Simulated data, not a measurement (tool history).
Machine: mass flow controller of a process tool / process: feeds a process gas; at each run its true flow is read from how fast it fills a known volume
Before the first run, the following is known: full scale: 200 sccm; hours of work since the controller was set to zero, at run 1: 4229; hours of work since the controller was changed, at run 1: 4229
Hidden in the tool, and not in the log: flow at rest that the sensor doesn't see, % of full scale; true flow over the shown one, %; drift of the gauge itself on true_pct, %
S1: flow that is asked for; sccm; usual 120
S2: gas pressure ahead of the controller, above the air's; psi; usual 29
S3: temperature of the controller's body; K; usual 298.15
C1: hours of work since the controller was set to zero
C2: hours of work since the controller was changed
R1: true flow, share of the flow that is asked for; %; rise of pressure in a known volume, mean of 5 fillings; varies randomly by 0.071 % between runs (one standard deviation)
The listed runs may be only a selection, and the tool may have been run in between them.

run 1 hour=0 | S1=120 S2=29 S3=298.15 | C1=4229 C2=4229 | R1=97.3
run 2 hour=202.6 | S1=120 S2=23.9 S3=298.15 | C1=4318 C2=4318 | R1=97.13
run 3 hour=506 | S1=120 S2=23.9 S3=298.15 | C1=4451 C2=4451 | R1=96.85
run 4 hour=913.7 | S1=120 S2=29 S3=298.15 | C1=4630 C2=4630 | R1=96.98
run 5 hour=1190.5 | S1=120 S2=29 S3=298.15 | C1=4751 C2=4751 | R1=96.93
run 6 hour=1595.4 | S1=120 S2=29 S3=298.15 | C1=4928 C2=4928 | R1=96.8
run 7 hour=1804.5 | S1=120 S2=29 S3=302.15 | C1=5020 C2=5020 | R1=97.05
run 8 hour=2022.3 | S1=120 S2=29 S3=302.15 | C1=5115 C2=5115 | R1=96.88
run 9 hour=2384.6 | S1=120 S2=29 S3=300.15 | C1=5274 C2=5274 | R1=96.58
-- hour=2405.4 controller's zero set anew
run 10 hour=2694.6 | S1=174 S2=29 S3=300.15 | C1=127 C2=5409 | R1=96.99
run 11 hour=3083.7 | S1=120 S2=31.2 S3=298.15 | C1=297 C2=5580 | R1=96.18
run 12 hour=3428.9 | S1=120 S2=31.2 S3=298.15 | C1=448 C2=5731 | R1=96.13
run 13 hour=3766.3 | S1=107 S2=29.3 S3=298.15 | C1=596 C2=5879 | R1=95.65
run 14 hour=4022.1 | S1=107 S2=29.3 S3=298.15 | C1=708 C2=5991 | R1=95.6
run 15 hour=4452.2 | S1=107 S2=29.3 S3=298.15 | C1=897 C2=6179 | R1=95.62
-- hour=4772 controller's zero set anew, once more
run 16 hour=4854.9 | S1=107 S2=26.3 S3=298.15 | C1=36 C2=6356 | R1=96.76
run 17 hour=5251.6 | S1=107 S2=26.3 S3=298.15 | C1=210 C2=6529 | R1=96.71
run 18 hour=5689.8 | S1=115 S2=26.3 S3=301.15 | C1=402 C2=6721 | R1=96.81

Each row is a separate what-if for the run after 18, all from the same tool condition, not one after another. Results?
run A hour=5894 | S1=26 S2=30 S3=301.15 | C1=491 C2=6811 | R1=?
run B hour=5894 | S1=62 S2=37.9 S3=300.15 | C1=491 C2=6811 | R1=?
run C hour=5894 | S1=108 S2=29.4 S3=300.15 | C1=491 C2=6811 | R1=?
run D hour=5894 | S1=120 S2=22.9 S3=298.15 | C1=491 C2=6811 | R1=?
run E hour=5894 | S1=151 S2=21.8 S3=309.15 | C1=491 C2=6811 | R1=?

run=A R1=95.76
run=B R1=96.31
run=C R1=96.61
run=D R1=96.57
run=E R1=97.19
What these runs would have given with no unlogged condition in the tool:
run=A R1=99.22
run=B R1=99.43
run=C R1=99.62
run=D R1=99.57
run=E R1=100.17

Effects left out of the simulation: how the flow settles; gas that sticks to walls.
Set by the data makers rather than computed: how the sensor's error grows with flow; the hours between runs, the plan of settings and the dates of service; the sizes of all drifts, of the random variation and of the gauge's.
